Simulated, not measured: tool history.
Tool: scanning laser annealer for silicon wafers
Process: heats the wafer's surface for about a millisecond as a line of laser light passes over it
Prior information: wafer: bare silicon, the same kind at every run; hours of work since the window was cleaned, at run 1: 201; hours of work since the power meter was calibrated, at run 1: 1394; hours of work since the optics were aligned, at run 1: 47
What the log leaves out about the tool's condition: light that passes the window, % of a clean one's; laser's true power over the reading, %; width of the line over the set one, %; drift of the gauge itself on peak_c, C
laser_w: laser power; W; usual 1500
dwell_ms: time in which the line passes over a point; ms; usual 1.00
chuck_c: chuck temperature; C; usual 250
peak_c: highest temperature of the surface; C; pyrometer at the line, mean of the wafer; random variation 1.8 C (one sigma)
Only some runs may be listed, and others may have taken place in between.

run	hour	laser_w	dwell_ms	chuck_c	hours of work since the window was cleaned	hours of work since the power meter was calibrated	hours of work since the optics were aligned	peak_c
1	0.0	1500	1.00	250	201	1394	47	990
2	45.4	1415	1.00	250	231	1423	77	955
3	74.4	1500	0.73	250	250	1442	96	885
4	110.4	1500	0.73	250	273	1466	119	888
5	166.2	1500	0.73	250	310	1502	156	888
6	210.8	1635	0.73	250	339	1531	185	942
# hour 235.9: window over the wafer cleaned
7	249.1	1635	0.73	250	9	1555	209	943
8	272.2	1500	0.73	250	24	1570	224	891
9	305.5	1500	0.73	250	45	1592	245	887
10	355.1	1500	1.00	255	78	1624	278	994
11	390.4	1500	1.00	255	101	1647	301	994
12	419.3	1500	1.20	250	120	1666	320	1058
13	468.1	1500	1.20	250	152	1698	352	1059
14	499.8	1500	1.20	250	172	1719	372	1060
15	527.6	1500	1.20	250	190	1737	391	1058
16	564.3	1500	1.20	250	214	1761	414	1060
17	613.6	1500	1.20	250	247	1793	447	1058
18	637.6	1500	1.20	250	262	1809	462	1058
19	664.3	1500	1.20	250	280	1826	480	1057
20	698.4	1500	1.20	250	302	1848	502	1056
21	732.2	1500	1.20	250	324	1870	524	1060
22	770.4	1500	1.20	250	349	1895	549	1060
# hour 782.1: window over the wafer cleaned
23	799.9	1500	1.20	250	12	1913	567	1060
24	851.4	1500	1.20	250	45	1947	601	1055
25	889.2	1455	1.08	253	70	1972	625	999
26	928.3	1281	0.76	222	95	1997	651	786
27	972.0	1281	0.76	222	124	2026	679	785
28	1014.2	1632	0.76	222	152	2053	707	925
29	1062.7	1349	0.96	274	183	2085	739	932
30	1087.6	1279	0.93	280	199	2101	755	899
31	1116.3	1279	0.93	280	218	2120	774	899
32	1155.1	1500	1.12	250	244	2145	799	1030
33	1195.2	1500	1.12	250	270	2171	825	1029
34	1224.4	1485	1.21	254	289	2191	844	1055
35	1258.8	1485	1.21	254	311	2213	867	1058
36	1293.4	1610	0.75	250	334	2236	889	938
# hour 1325.9: window over the wafer cleaned
37	1344.9	1391	1.00	229	12	2268	922	920
38	1375.5	1450	1.00	242	32	2288	942	958
39	1406.5	1450	1.21	210	53	2308	962	997
40	1429.7	1450	1.21	210	68	2323	977	999
41	1481.1	1428	1.00	250	101	2357	1011	961
42	1536.9	1590	1.00	214	138	2393	1047	994

Each row is a separate what-if for the run after 42, all from the same tool condition, not one after another. Results?
A	1581.5	1328	1.14	245	167	2422	1076	?
B	1581.5	1579	1.08	267	167	2422	1076	?
C	1581.5	1439	1.06	246	167	2422	1076	?

run	peak_c
A	955
B	1072
C	978
With no hidden state in the tool, these same runs would have given:
run	peak_c
A	956
B	1073
C	979

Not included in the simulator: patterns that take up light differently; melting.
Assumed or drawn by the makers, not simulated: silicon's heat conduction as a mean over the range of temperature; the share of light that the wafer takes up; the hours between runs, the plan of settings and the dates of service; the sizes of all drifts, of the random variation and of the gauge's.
